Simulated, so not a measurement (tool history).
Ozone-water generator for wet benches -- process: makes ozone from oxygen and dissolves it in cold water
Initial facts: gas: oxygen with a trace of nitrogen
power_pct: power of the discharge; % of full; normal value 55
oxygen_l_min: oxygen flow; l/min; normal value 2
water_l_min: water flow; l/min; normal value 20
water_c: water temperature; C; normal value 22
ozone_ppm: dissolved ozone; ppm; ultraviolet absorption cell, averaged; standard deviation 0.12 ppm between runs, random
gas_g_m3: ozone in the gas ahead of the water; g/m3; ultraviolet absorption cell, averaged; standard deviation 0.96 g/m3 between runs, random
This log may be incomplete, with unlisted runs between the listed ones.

run 1 day=0 | power_pct=55 oxygen_l_min=2 water_l_min=20 water_c=22 | ozone_ppm=10.1 gas_g_m3=162.3
run 2 day=3.888 | power_pct=55 oxygen_l_min=2 water_l_min=20 water_c=22 | ozone_ppm=10 gas_g_m3=162.3
run 3 day=7.842 | power_pct=55 oxygen_l_min=2 water_l_min=20 water_c=22 | ozone_ppm=10 gas_g_m3=164.2
run 4 day=14.112 | power_pct=55 oxygen_l_min=2 water_l_min=20 water_c=22 | ozone_ppm=9.8 gas_g_m3=163.3
run 5 day=20.625 | power_pct=55 oxygen_l_min=2 water_l_min=20 water_c=22 | ozone_ppm=10.1 gas_g_m3=162.2
run 6 day=27.671 | power_pct=55 oxygen_l_min=2 water_l_min=20 water_c=22 | ozone_ppm=10 gas_g_m3=161.3
run 7 day=35.842 | power_pct=55 oxygen_l_min=2 water_l_min=20 water_c=22 | ozone_ppm=9.9 gas_g_m3=162.7
run 8 day=40.917 | power_pct=55 oxygen_l_min=2 water_l_min=20 water_c=22 | ozone_ppm=10 gas_g_m3=163.6
run 9 day=44.608 | power_pct=55 oxygen_l_min=2 water_l_min=20 water_c=22 | ozone_ppm=10 gas_g_m3=164.5
run 10 day=49.371 | power_pct=55 oxygen_l_min=2 water_l_min=20 water_c=22 | ozone_ppm=10 gas_g_m3=161.7
run 11 day=54.6 | power_pct=55 oxygen_l_min=2 water_l_min=20 water_c=22 | ozone_ppm=9.7 gas_g_m3=163.3
run 12 day=62.854 | power_pct=55 oxygen_l_min=3.6 water_l_min=20 water_c=22 | ozone_ppm=9.8 gas_g_m3=109.7
run 13 day=69.771 | power_pct=55 oxygen_l_min=3.6 water_l_min=20 water_c=22 | ozone_ppm=9.8 gas_g_m3=108.6
run 14 day=78.262 | power_pct=55 oxygen_l_min=3.6 water_l_min=20 water_c=22 | ozone_ppm=10 gas_g_m3=110.1
run 15 day=85.996 | power_pct=59 oxygen_l_min=3.36 water_l_min=19 water_c=22 | ozone_ppm=11 gas_g_m3=122.4
run 16 day=94.538 | power_pct=73 oxygen_l_min=3.36 water_l_min=19 water_c=22 | ozone_ppm=13.3 gas_g_m3=148
run 17 day=98.604 | power_pct=74 oxygen_l_min=1.57 water_l_min=14 water_c=22 | ozone_ppm=17 gas_g_m3=251.9
run 18 day=104.912 | power_pct=74 oxygen_l_min=1.57 water_l_min=14 water_c=22 | ozone_ppm=17.3 gas_g_m3=252.3
run 19 day=112.525 | power_pct=74 oxygen_l_min=1.57 water_l_min=14 water_c=22 | ozone_ppm=17.3 gas_g_m3=251.6
run 20 day=116.329 | power_pct=98 oxygen_l_min=2.69 water_l_min=20 water_c=22 | ozone_ppm=17 gas_g_m3=221.9

Branching from run 20: 4 alternative next runs. What would each branch give?
run A day=124.208 | power_pct=56 oxygen_l_min=2 water_l_min=20 water_c=22 | ozone_ppm=? gas_g_m3=?
run B day=124.208 | power_pct=70 oxygen_l_min=2.69 water_l_min=20 water_c=30 | ozone_ppm=? gas_g_m3=?
run C day=124.208 | power_pct=63 oxygen_l_min=2.69 water_l_min=26 water_c=14 | ozone_ppm=? gas_g_m3=?
run D day=124.208 | power_pct=98 oxygen_l_min=2.32 water_l_min=15 water_c=22 | ozone_ppm=? gas_g_m3=?

run=A ozone_ppm=10.2 gas_g_m3=165
run=B ozone_ppm=11.4 gas_g_m3=165.3
run=C ozone_ppm=9.7 gas_g_m3=150.1
run=D ozone_ppm=20.9 gas_g_m3=245.8
With no hidden state in the tool, these same runs would have given:
run=A ozone_ppm=10.2 gas_g_m3=165.1
run=B ozone_ppm=11.4 gas_g_m3=165.4
run=C ozone_ppm=9.8 gas_g_m3=150.3
run=D ozone_ppm=21 gas_g_m3=246.1
